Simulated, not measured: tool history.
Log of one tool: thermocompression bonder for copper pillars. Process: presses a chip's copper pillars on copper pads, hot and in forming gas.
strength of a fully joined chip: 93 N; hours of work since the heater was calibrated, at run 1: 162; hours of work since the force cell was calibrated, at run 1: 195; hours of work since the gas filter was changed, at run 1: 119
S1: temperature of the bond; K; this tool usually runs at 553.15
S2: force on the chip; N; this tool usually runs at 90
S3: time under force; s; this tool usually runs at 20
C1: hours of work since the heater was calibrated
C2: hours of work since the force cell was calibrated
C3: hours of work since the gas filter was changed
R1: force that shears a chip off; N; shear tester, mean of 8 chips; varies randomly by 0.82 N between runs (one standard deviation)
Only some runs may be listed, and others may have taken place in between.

Run 1, hour 0.0: usual settings; C1 162; C2 195; C3 119. Result: R1 60.7 N.
Run 2, hour 6.9: usual settings; C1 167; C2 201; C3 124. Result: R1 60.7 N.
Run 3, hour 16.2: usual settings; C1 175; C2 208; C3 132. Result: R1 61.8 N.
Run 4, hour 26.3: usual settings; C1 183; C2 216; C3 140. Result: R1 58.7 N.
Run 5, hour 32.7: usual settings; C1 188; C2 222; C3 145. Result: R1 60.2 N.
Run 6, hour 41.1: usual settings but S1 563.15 K; C1 195; C2 228; C3 152. Result: R1 63.9 N.
Run 7, hour 47.5: usual settings; C1 200; C2 233; C3 157. Result: R1 60.3 N.
Run 8, hour 55.3: usual settings; C1 206; C2 240; C3 163. Result: R1 59.3 N.
Run 9, hour 63.3: usual settings; C1 212; C2 246; C3 169. Result: R1 60.9 N.
Run 10, hour 69.4: usual settings; C1 217; C2 251; C3 174. Result: R1 60.2 N.
Run 11, hour 74.9: usual settings; C1 222; C2 255; C3 179. Result: R1 59.7 N.
Run 12, hour 82.8: usual settings; C1 228; C2 262; C3 185. Result: R1 59.3 N.
Run 13, hour 90.9: usual settings but S2 102 N; C1 235; C2 268; C3 191. Result: R1 62.0 N.
Run 14, hour 100.4: usual settings but S2 102 N; C1 242; C2 276; C3 199. Result: R1 61.6 N.
Run 15, hour 105.2: usual settings but S2 102 N; C1 246; C2 280; C3 203. Result: R1 61.0 N.
Run 16, hour 112.3: usual settings but S3 24 s; C1 252; C2 285; C3 209. Result: R1 62.2 N.
Run 17, hour 119.1: usual settings but S3 24 s; C1 257; C2 291; C3 214. Result: R1 62.0 N.
Run 18, hour 129.4: usual settings; C1 265; C2 299; C3 222. Result: R1 58.6 N.
Run 19, hour 137.9: usual settings; C1 272; C2 306; C3 229. Result: R1 57.1 N.
Run 20, hour 144.6: usual settings; C1 277; C2 311; C3 234. Result: R1 59.4 N.
Run 21, hour 150.6: usual settings but S1 528.15 K; C1 282; C2 316; C3 239. Result: R1 45.4 N.
Run 22, hour 155.8: usual settings but S1 569.15 K; C1 286; C2 320; C3 243. Result: R1 64.3 N.
Run 23, hour 165.4: usual settings but S3 14 s; C1 294; C2 328; C3 251. Result: R1 51.6 N.
Run 24, hour 171.0: usual settings but S2 120 N; C1 299; C2 332; C3 256. Result: R1 62.7 N.
Run 25, hour 179.0: usual settings but S2 120 N; C1 305; C2 339; C3 262. Result: R1 61.9 N.
Run 26, hour 185.7: usual settings but S2 120 N; C1 310; C2 344; C3 267. Result: R1 63.1 N.
Run 27, hour 193.2: usual settings but S1 558.15 K, S2 123 N, S3 37 s; C1 316; C2 350; C3 273. Result: R1 71.6 N.
Run 28, hour 201.6: usual settings but S1 566.15 K; C1 323; C2 357; C3 280. Result: R1 62.0 N.
Run 29, hour 211.7: usual settings but S1 576.15 K, S2 61 N, S3 23 s; C1 331; C2 365; C3 288. Result: R1 61.0 N.
Run 30, hour 216.4: usual settings but S1 576.15 K, S2 62 N, S3 33 s; C1 335; C2 368; C3 292. Result: R1 65.2 N.
Run 31, hour 222.2: usual settings but S1 576.15 K, S2 62 N, S3 33 s; C1 340; C2 373; C3 297. Result: R1 66.4 N.
Run 32, hour 226.7: usual settings but S1 558.15 K, S2 55 N; C1 343; C2 377; C3 300. Result: R1 49.3 N.
Run 33, hour 233.3: usual settings but S1 558.15 K, S2 55 N; C1 348; C2 382; C3 305. Result: R1 48.6 N.
At hour 235.3: forming gas filter changed.
Run 34, hour 239.1: usual settings but S1 558.15 K, S2 55 N; C1 353; C2 386; C3 3. Result: R1 56.5 N.
Run 35, hour 246.6: usual settings but S1 558.15 K, S2 55 N; C1 359; C2 392; C3 9. Result: R1 54.6 N.
Run 36, hour 251.9: usual settings but S3 40 s; C1 363; C2 396; C3 13. Result: R1 71.1 N.
Run 37, hour 256.3: usual settings but S2 71 N; C1 366; C2 400; C3 17. Result: R1 57.3 N.
Run 38, hour 260.8: usual settings but S1 531.15 K, S2 99 N, S3 14 s; C1 370; C2 404; C3 20. Result: R1 46.2 N.
Run 39, hour 266.7: usual settings but S1 554.15 K, S3 39 s; C1 375; C2 408; C3 25. Result: R1 72.3 N.

Measured minus without-hidden-state, run by run (identical run-to-run variation in each term; gauge scatter may differ):
Hidden state at play: true temperature of the bond over the reading, C; force that reaches the chip, % of what is set; oxide that the forming gas leaves, % of the face; drift of the gauge itself on shear_n, %.
run    R1
  1  -4.0
  2  -4.2
  3  -4.4
  4  -4.4
  5  -4.6
  6  -4.9
  7  -5.0
  8  -5.1
  9  -5.4
 10  -5.5
 11  -5.6
 12  -5.8
 13  -6.1
 14  -6.2
 15  -6.4
 16  -6.6
 17  -6.7
 18  -6.8
 19  -6.9
 20  -7.2
 21  -6.4
 22  -7.7
 23  -7.0
 24  -8.2
 25  -8.1
 26  -8.5
 27  -8.9
 28  -8.7
 29  -8.7
 30  -9.2
 31  -9.4
 32  -8.1
 33  -8.1
 34  -2.9
 35  -3.0
 36  -2.9
 37  -3.3
 38  -3.4
 39  -3.3
